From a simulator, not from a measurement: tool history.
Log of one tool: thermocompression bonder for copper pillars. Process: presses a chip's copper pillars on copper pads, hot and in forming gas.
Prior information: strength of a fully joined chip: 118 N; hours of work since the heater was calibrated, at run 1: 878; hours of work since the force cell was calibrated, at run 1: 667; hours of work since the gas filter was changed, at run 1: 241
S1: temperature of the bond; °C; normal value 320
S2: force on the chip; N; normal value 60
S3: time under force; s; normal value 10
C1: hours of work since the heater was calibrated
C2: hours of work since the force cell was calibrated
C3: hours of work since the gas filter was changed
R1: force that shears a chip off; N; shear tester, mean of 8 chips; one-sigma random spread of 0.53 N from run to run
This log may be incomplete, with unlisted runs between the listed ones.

| run | hour | S1 | S2 | S3 | C1 | C2 | C3 | R1 |
|---|---|---|---|---|---|---|---|---|
| 1 | 0 | 320 | 60 | 10 | 878 | 667 | 241 | 70.9 |
| 2 | 30.5 | 320 | 60 | 20 | 892 | 680 | 255 | 85.7 |
| 3 | 75.5 | 320 | 60 | 20 | 911 | 700 | 275 | 84.8 |
| 4 | 138.9 | 320 | 60 | 20 | 939 | 728 | 303 | 84.3 |
| 5 | 166.6 | 320 | 60 | 20 | 952 | 740 | 315 | 85.2 |
| 6 | 223 | 320 | 60 | 20 | 977 | 765 | 340 | 84.6 |
| 7 | 276.1 | 320 | 60 | 10 | 1000 | 789 | 364 | 69.9 |
| 8 | 321.3 | 320 | 60 | 10 | 1020 | 809 | 384 | 70.3 |
| 9 | 347 | 320 | 60 | 10 | 1032 | 820 | 395 | 70 |
| 10 | 390.1 | 320 | 60 | 10 | 1051 | 839 | 414 | 71.3 |
| 11 | 448.1 | 320 | 60 | 10 | 1076 | 865 | 440 | 69.3 |
|  | 500.5 | forming gas filter changed |
| 12 | 505 | 316 | 48 | 10 | 1101 | 890 | 2 | 58.2 |
| 13 | 552.9 | 316 | 48 | 10 | 1122 | 911 | 23 | 59.6 |
| 14 | 583.3 | 315 | 48 | 25 | 1136 | 924 | 37 | 78.4 |
| 15 | 635.5 | 315 | 48 | 25 | 1159 | 947 | 60 | 78.2 |
| 16 | 687.5 | 320 | 60 | 8 | 1182 | 970 | 83 | 66 |
| 17 | 730.7 | 336 | 55 | 19 | 1201 | 990 | 102 | 89.8 |
| 18 | 765.8 | 293 | 55 | 19 | 1217 | 1005 | 117 | 62.2 |

Forecast each of these 5 alternatives for the next run:
| A | 801.8 | 307 | 60 | 10 | 1232 | 1021 | 133 | ? |
| B | 801.8 | 309 | 55 | 10 | 1232 | 1021 | 133 | ? |
| C | 801.8 | 305 | 76 | 19 | 1232 | 1021 | 133 | ? |
| D | 801.8 | 310 | 66 | 6 | 1232 | 1021 | 133 | ? |
| E | 801.8 | 320 | 36 | 5 | 1232 | 1021 | 133 | ? |

| run | R1 |
|---|---|
| A | 62.2 |
| B | 60.7 |
| C | 84.4 |
| D | 57.9 |
| E | 39.8 |
Had the tool no hidden state, the same runs would have come out as:
| run | R1 |
|---|---|
| A | 62.1 |
| B | 60.6 |
| C | 84.3 |
| D | 57.8 |
| E | 39.7 |
